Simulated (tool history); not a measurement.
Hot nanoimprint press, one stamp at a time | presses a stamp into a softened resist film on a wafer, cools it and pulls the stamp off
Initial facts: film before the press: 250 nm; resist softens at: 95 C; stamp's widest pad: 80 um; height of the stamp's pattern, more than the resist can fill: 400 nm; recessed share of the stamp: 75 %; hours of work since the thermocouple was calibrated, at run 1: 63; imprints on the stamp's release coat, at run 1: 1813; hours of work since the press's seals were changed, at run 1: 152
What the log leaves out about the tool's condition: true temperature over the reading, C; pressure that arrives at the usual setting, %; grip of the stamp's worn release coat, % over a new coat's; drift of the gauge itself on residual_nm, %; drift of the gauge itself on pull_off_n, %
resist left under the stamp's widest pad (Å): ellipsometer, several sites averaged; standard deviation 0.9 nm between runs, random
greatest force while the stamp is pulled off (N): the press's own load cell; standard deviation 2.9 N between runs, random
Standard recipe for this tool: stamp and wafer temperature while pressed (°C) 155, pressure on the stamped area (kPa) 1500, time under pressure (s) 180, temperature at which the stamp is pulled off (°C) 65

run,hour,stamp and wafer temperature while pressed (°C),pressure on the stamped area (kPa),time under pressure (s),temperature at which the stamp is pulled off (°C),hours of work since the thermocouple was calibrated,imprints on the stamp's release coat,hours of work since the press's seals were changed,resist left under the stamp's widest pad (Å),greatest force while the stamp is pulled off (N)
1,0,155,1500,180,65,63,1813,152,1426,231
2,12.5,155,1500,106,65,72,1861,160,1701,230
3,22.1,155,1500,106,65,78,1898,167,1688,234
4,34.1,155,1500,180,65,87,1945,175,1468,233
5,42.7,155,1500,180,65,92,1978,181,1469,234
6,50.2,155,1500,180,65,98,2007,186,1462,234
7,55.7,155,1500,180,65,101,2028,190,1466,233
8,63.3,159,950,180,65,107,2057,195,1417,241
9,75.9,155,960,324,65,115,2106,204,1410,241
10,86.2,165,930,234,52,122,2146,211,966,278
11,93.8,165,930,234,52,128,2175,216,993,272

Alternative continuations, all from the tool just after run 11; predict every row:
A,100.9,146,1100,180,65,132,2203,221,?,?
B,100.9,165,930,237,52,132,2203,221,?,?
C,100.9,165,930,141,52,132,2203,221,?,?

run,resist left under the stamp's widest pad (Å),greatest force while the stamp is pulled off (N)
A,2166,245
B,977,273
C,1193,281
Without the tool's hidden state the same runs would have given:
run,resist left under the stamp's widest pad (Å),greatest force while the stamp is pulled off (N)
A,2141,179
B,950,199
C,1163,205
